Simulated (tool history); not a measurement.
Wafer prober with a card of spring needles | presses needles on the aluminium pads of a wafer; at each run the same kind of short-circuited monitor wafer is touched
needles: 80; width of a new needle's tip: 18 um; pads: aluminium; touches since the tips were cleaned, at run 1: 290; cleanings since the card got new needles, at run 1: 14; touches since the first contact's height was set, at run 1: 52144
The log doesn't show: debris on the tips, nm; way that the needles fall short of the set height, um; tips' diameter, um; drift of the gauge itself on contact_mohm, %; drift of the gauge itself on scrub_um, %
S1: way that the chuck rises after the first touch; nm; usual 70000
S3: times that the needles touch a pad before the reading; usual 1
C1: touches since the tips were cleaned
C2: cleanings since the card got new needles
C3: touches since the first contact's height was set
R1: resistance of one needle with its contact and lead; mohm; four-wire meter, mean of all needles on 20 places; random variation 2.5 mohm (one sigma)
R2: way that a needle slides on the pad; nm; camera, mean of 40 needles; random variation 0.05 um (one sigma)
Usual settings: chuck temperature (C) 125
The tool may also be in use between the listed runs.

{"run": 1, "hour": 0.0, "S1": 70000, "chuck temperature (C)": 125, "S3": 1, "C1": 290, "C2": 14, "C3": 52144, "R1": 288, "R2": 10730}
{"hour": 16.5, "done": "tips cleaned on abrasive film"}
{"run": 2, "hour": 18.0, "S1": 70000, "chuck temperature (C)": 125, "S3": 1, "C1": 294, "C2": 15, "C3": 55639, "R1": 295, "R2": 10840}
{"hour": 33.9, "done": "tips cleaned on abrasive film"}
{"run": 3, "hour": 38.7, "S1": 84000, "chuck temperature (C)": 125, "S3": 1, "C1": 934, "C2": 16, "C3": 59637, "R1": 296, "R2": 13040}
{"hour": 52.4, "done": "tips cleaned on abrasive film"}
{"run": 4, "hour": 64.0, "S1": 84000, "chuck temperature (C)": 125, "S3": 1, "C1": 2261, "C2": 17, "C3": 64550, "R1": 303, "R2": 13000}
{"hour": 70.9, "done": "tips cleaned on abrasive film"}
{"run": 5, "hour": 78.2, "S1": 84000, "chuck temperature (C)": 125, "S3": 1, "C1": 1428, "C2": 18, "C3": 67303, "R1": 295, "R2": 12990}
{"hour": 90.0, "done": "tips cleaned on abrasive film"}
{"run": 6, "hour": 94.9, "S1": 70000, "chuck temperature (C)": 125, "S3": 1, "C1": 959, "C2": 19, "C3": 70531, "R1": 304, "R2": 10690}
{"hour": 108.1, "done": "tips cleaned on abrasive film"}
{"run": 7, "hour": 116.7, "S1": 70000, "chuck temperature (C)": 31, "S3": 1, "C1": 1676, "C2": 20, "C3": 74764, "R1": 290, "R2": 10790}
{"hour": 125.5, "done": "tips cleaned on abrasive film"}
{"run": 8, "hour": 140.9, "S1": 70000, "chuck temperature (C)": 125, "S3": 1, "C1": 2996, "C2": 21, "C3": 79449, "R1": 326, "R2": 10810}
{"hour": 143.2, "done": "tips cleaned on abrasive film"}
{"hour": 160.8, "done": "tips cleaned on abrasive film"}
{"run": 9, "hour": 166.8, "S1": 70000, "chuck temperature (C)": 125, "S3": 1, "C1": 1168, "C2": 23, "C3": 84456, "R1": 301, "R2": 10760}
{"hour": 178.6, "done": "tips cleaned on abrasive film"}
{"run": 10, "hour": 188.0, "S1": 64000, "chuck temperature (C)": 84, "S3": 1, "C1": 1846, "C2": 24, "C3": 88576, "R1": 310, "R2": 9860}
{"hour": 190.0, "done": "height of the first contact set anew"}
{"hour": 196.4, "done": "tips cleaned on abrasive film"}
{"run": 11, "hour": 212.0, "S1": 70000, "chuck temperature (C)": 125, "S3": 1, "C1": 3034, "C2": 25, "C3": 4272, "R1": 326, "R2": 10580}
{"hour": 214.8, "done": "tips cleaned on abrasive film"}
{"run": 12, "hour": 230.0, "S1": 60000, "chuck temperature (C)": 63, "S3": 2, "C1": 2956, "C2": 26, "C3": 7760, "R1": 304, "R2": 9170}
{"hour": 234.1, "done": "tips cleaned on abrasive film"}
{"run": 13, "hour": 241.4, "S1": 60000, "chuck temperature (C)": 63, "S3": 2, "C1": 1420, "C2": 27, "C3": 9951, "R1": 290, "R2": 9110}
{"hour": 252.0, "done": "tips cleaned on abrasive film"}
{"run": 14, "hour": 253.5, "S1": 70000, "chuck temperature (C)": 125, "S3": 1, "C1": 296, "C2": 28, "C3": 12300, "R1": 293, "R2": 10650}
{"hour": 270.8, "done": "tips cleaned on abrasive film"}
{"run": 15, "hour": 272.4, "S1": 70000, "chuck temperature (C)": 125, "S3": 1, "C1": 328, "C2": 29, "C3": 15965, "R1": 290, "R2": 10620}
{"run": 16, "hour": 283.8, "S1": 70000, "chuck temperature (C)": 125, "S3": 1, "C1": 2540, "C2": 29, "C3": 18177, "R1": 324, "R2": 10590}
{"hour": 288.8, "done": "tips cleaned on abrasive film"}
{"run": 17, "hour": 304.2, "S1": 70000, "chuck temperature (C)": 125, "S3": 1, "C1": 2993, "C2": 30, "C3": 22134, "R1": 328, "R2": 10650}
{"hour": 307.3, "done": "tips cleaned on abrasive film"}
{"hour": 313.5, "done": "height of the first contact set anew, once more"}
{"hour": 325.6, "done": "tips cleaned on abrasive film"}
{"run": 18, "hour": 325.8, "S1": 70000, "chuck temperature (C)": 99, "S3": 1, "C1": 52, "C2": 32, "C3": 2379, "R1": 279, "R2": 10950}

3 ways to go on from here, each from the tool as it stands after run 18. What would each give?
{"hour": 343.6, "done": "tips cleaned on abrasive film"}
{"run": "A", "hour": 346.3, "S1": 80000, "chuck temperature (C)": 125, "S3": 1, "C1": 520, "C2": 33, "C3": 6343, "R1": "?", "R2": "?"}
{"hour": 343.6, "done": "tips cleaned on abrasive film"}
{"run": "B", "hour": 346.3, "S1": 60000, "chuck temperature (C)": 42, "S3": 2, "C1": 520, "C2": 33, "C3": 6343, "R1": "?", "R2": "?"}
{"hour": 343.6, "done": "tips cleaned on abrasive film"}
{"run": "C", "hour": 346.3, "S1": 70000, "chuck temperature (C)": 37, "S3": 2, "C1": 520, "C2": 33, "C3": 6343, "R1": "?", "R2": "?"}

run=A R1=292 R2=12490
run=B R1=269 R2=9320
run=C R1=266 R2=10840
Without the tool's hidden state the same runs would have given:
run=A R1=282 R2=12500
run=B R1=258 R2=9330
run=C R1=257 R2=10850
